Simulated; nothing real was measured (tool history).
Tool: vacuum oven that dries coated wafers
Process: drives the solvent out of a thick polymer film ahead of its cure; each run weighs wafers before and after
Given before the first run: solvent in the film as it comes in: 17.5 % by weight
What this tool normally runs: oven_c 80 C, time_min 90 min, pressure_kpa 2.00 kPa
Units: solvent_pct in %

run	hour	oven_c	time_min	pressure_kpa	solvent_pct
1	0.0	80	90	2.00	3.30
2	17.4	80	65	2.00	4.82
3	36.3	80	59	2.00	5.15
4	51.7	80	90	2.00	3.32
5	72.0	80	77	2.00	3.98
6	90.5	80	77	2.00	3.92
7	99.1	80	90	2.00	3.33
8	111.7	80	90	2.00	3.51
9	124.0	80	90	2.00	3.32
10	140.9	80	90	2.00	3.37
11	154.5	80	90	2.00	3.32
12	163.4	80	90	2.00	3.41
13	179.3	80	90	2.00	3.36
14	193.5	80	90	1.70	3.11
15	208.1	80	90	1.70	3.27
16	226.1	80	90	1.70	3.24
17	239.0	70	49	5.89	10.93
# hour 242.0: oven's thermocouples calibrated
18	250.8	70	49	5.89	11.19
19	266.7	85	101	1.38	1.95
20	285.1	79	147	2.24	2.53
21	299.0	79	47	2.24	7.04
# hour 311.4: oven's thermocouples calibrated, once more
22	312.6	73	82	2.00	5.08
23	328.5	72	91	3.08	5.71
24	337.0	72	91	3.08	5.48
25	357.2	72	91	3.08	5.71
26	366.5	77	95	1.42	3.28
27	380.0	81	90	2.00	2.89
28	393.6	81	90	2.00	2.96

Consider 4 possible next runs. They are alternatives, not a sequence: every one starts from the tool as it was left by run 28. What does each give?
A	405.5	93	78	1.73	?
B	405.5	66	90	1.27	?
C	405.5	92	90	6.08	?
D	405.5	93	137	6.43	?

run	solvent_pct
A	1.37
B	6.07
C	2.78
D	2.40
With the hidden condition removed and each run's random variation left untouched, the same runs would have given:
run	solvent_pct
A	1.27
B	5.86
C	2.68
D	2.31
